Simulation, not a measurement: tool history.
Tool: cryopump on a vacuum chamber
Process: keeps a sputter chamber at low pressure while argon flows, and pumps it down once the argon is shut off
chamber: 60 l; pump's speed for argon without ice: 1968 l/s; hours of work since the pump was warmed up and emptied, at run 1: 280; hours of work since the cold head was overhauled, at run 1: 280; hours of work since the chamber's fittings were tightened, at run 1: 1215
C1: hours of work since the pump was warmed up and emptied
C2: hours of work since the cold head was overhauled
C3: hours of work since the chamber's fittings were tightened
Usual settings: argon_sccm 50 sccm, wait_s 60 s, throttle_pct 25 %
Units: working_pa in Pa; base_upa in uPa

run 1 hour=0 | argon_sccm=50 wait_s=60 throttle_pct=25 | C1=280 C2=280 C3=1215 | working_pa=0.1742 base_upa=1.11
run 2 hour=23.9 | argon_sccm=50 wait_s=60 throttle_pct=25 | C1=292 C2=292 C3=1226 | working_pa=0.1752 base_upa=1.09
run 3 hour=48.6 | argon_sccm=50 wait_s=60 throttle_pct=43 | C1=303 C2=303 C3=1238 | working_pa=0.1028 base_upa=1.07
run 4 hour=73.2 | argon_sccm=40 wait_s=60 throttle_pct=25 | C1=315 C2=315 C3=1249 | working_pa=0.1398 base_upa=1.09
run 5 hour=116.3 | argon_sccm=50 wait_s=198 throttle_pct=25 | C1=335 C2=335 C3=1270 | working_pa=0.1735 base_upa=0.76
run 6 hour=140.3 | argon_sccm=50 wait_s=198 throttle_pct=25 | C1=347 C2=347 C3=1281 | working_pa=0.1761 base_upa=0.77
run 7 hour=162.6 | argon_sccm=50 wait_s=198 throttle_pct=25 | C1=357 C2=357 C3=1291 | working_pa=0.1744 base_upa=0.7
run 8 hour=200.6 | argon_sccm=50 wait_s=198 throttle_pct=25 | C1=375 C2=375 C3=1309 | working_pa=0.1748 base_upa=0.8
run 9 hour=222.8 | argon_sccm=50 wait_s=22 throttle_pct=25 | C1=386 C2=386 C3=1320 | working_pa=0.1755 base_upa=2.02
run 10 hour=253.4 | argon_sccm=50 wait_s=60 throttle_pct=25 | C1=400 C2=400 C3=1334 | working_pa=0.1765 base_upa=1.14
run 11 hour=287.1 | argon_sccm=50 wait_s=60 throttle_pct=25 | C1=416 C2=416 C3=1350 | working_pa=0.1784 base_upa=1.11
run 12 hour=318.8 | argon_sccm=52 wait_s=60 throttle_pct=25 | C1=431 C2=431 C3=1365 | working_pa=0.1829 base_upa=1.15
run 13 hour=356.1 | argon_sccm=50 wait_s=60 throttle_pct=23 | C1=449 C2=449 C3=1383 | working_pa=0.1921 base_upa=1.21
run 14 hour=376 | argon_sccm=50 wait_s=60 throttle_pct=56 | C1=458 C2=458 C3=1392 | working_pa=0.0822 base_upa=1.17
-- hour=416.9 leaking fittings of the chamber tightened, without venting
run 15 hour=420.6 | argon_sccm=75 wait_s=60 throttle_pct=25 | C1=478 C2=478 C3=2 | working_pa=0.2639 base_upa=0.75
run 16 hour=469.7 | argon_sccm=79 wait_s=60 throttle_pct=25 | C1=501 C2=501 C3=25 | working_pa=0.281 base_upa=0.76
run 17 hour=508 | argon_sccm=79 wait_s=60 throttle_pct=25 | C1=519 C2=519 C3=43 | working_pa=0.2828 base_upa=0.75
run 18 hour=532.5 | argon_sccm=38 wait_s=60 throttle_pct=19 | C1=531 C2=531 C3=55 | working_pa=0.1762 base_upa=0.77
run 19 hour=571.7 | argon_sccm=50 wait_s=166 throttle_pct=25 | C1=549 C2=549 C3=73 | working_pa=0.1778 base_upa=0.43
run 20 hour=603.8 | argon_sccm=84 wait_s=229 throttle_pct=17 | C1=565 C2=565 C3=88 | working_pa=0.4368 base_upa=0.39
run 21 hour=628.8 | argon_sccm=26 wait_s=65 throttle_pct=18 | C1=576 C2=576 C3=100 | working_pa=0.128 base_upa=0.75
run 22 hour=669.5 | argon_sccm=26 wait_s=65 throttle_pct=18 | C1=595 C2=595 C3=119 | working_pa=0.1284 base_upa=0.73
run 23 hour=689.4 | argon_sccm=29 wait_s=60 throttle_pct=43 | C1=605 C2=605 C3=129 | working_pa=0.0617 base_upa=0.78
-- hour=719.2 pump warmed up, emptied and cooled again
run 24 hour=734.5 | argon_sccm=29 wait_s=284 throttle_pct=49 | C1=7 C2=624 C3=147 | working_pa=0.0517 base_upa=0.32
run 25 hour=769.5 | argon_sccm=95 wait_s=60 throttle_pct=25 | C1=24 C2=640 C3=164 | working_pa=0.3273 base_upa=0.8
run 26 hour=795.3 | argon_sccm=42 wait_s=74 throttle_pct=28 | C1=36 C2=653 C3=176 | working_pa=0.1309 base_upa=0.65
run 27 hour=818.5 | argon_sccm=54 wait_s=63 throttle_pct=44 | C1=47 C2=663 C3=187 | working_pa=0.1067 base_upa=0.77
run 28 hour=849.8 | argon_sccm=54 wait_s=60 throttle_pct=21 | C1=62 C2=678 C3=202 | working_pa=0.223 base_upa=0.76
run 29 hour=886.1 | argon_sccm=69 wait_s=60 throttle_pct=21 | C1=79 C2=695 C3=219 | working_pa=0.285 base_upa=0.8
run 30 hour=912.6 | argon_sccm=36 wait_s=47 throttle_pct=25 | C1=91 C2=708 C3=232 | working_pa=0.1246 base_upa=0.95
run 31 hour=932.6 | argon_sccm=91 wait_s=223 throttle_pct=48 | C1=101 C2=717 C3=241 | working_pa=0.1671 base_upa=0.38
run 32 hour=974.8 | argon_sccm=100 wait_s=133 throttle_pct=25 | C1=121 C2=737 C3=261 | working_pa=0.3482 base_upa=0.5
run 33 hour=1009.4 | argon_sccm=32 wait_s=42 throttle_pct=25 | C1=137 C2=754 C3=277 | working_pa=0.1121 base_upa=1.05
run 34 hour=1043.7 | argon_sccm=50 wait_s=60 throttle_pct=47 | C1=153 C2=770 C3=293 | working_pa=0.0938 base_upa=0.81

4 ways to go on from here, each from the tool as it stands after run 34. What would each give?
run A hour=1063.5 | argon_sccm=78 wait_s=99 throttle_pct=43 | C1=163 C2=779 C3=303 | working_pa=? base_upa=?
run B hour=1063.5 | argon_sccm=85 wait_s=60 throttle_pct=47 | C1=163 C2=779 C3=303 | working_pa=? base_upa=?
run C hour=1063.5 | argon_sccm=22 wait_s=58 throttle_pct=47 | C1=163 C2=779 C3=303 | working_pa=? base_upa=?
run D hour=1063.5 | argon_sccm=35 wait_s=40 throttle_pct=32 | C1=163 C2=779 C3=303 | working_pa=? base_upa=?

run=A working_pa=0.1595 base_upa=0.59
run=B working_pa=0.1594 base_upa=0.85
run=C working_pa=0.0408 base_upa=0.92
run=D working_pa=0.0952 base_upa=1.09
Without the tool's hidden state the same runs would have given:
run=A working_pa=0.1559 base_upa=0.45
run=B working_pa=0.1555 base_upa=0.7
run=C working_pa=0.0398 base_upa=0.77
run=D working_pa=0.0935 base_upa=0.95
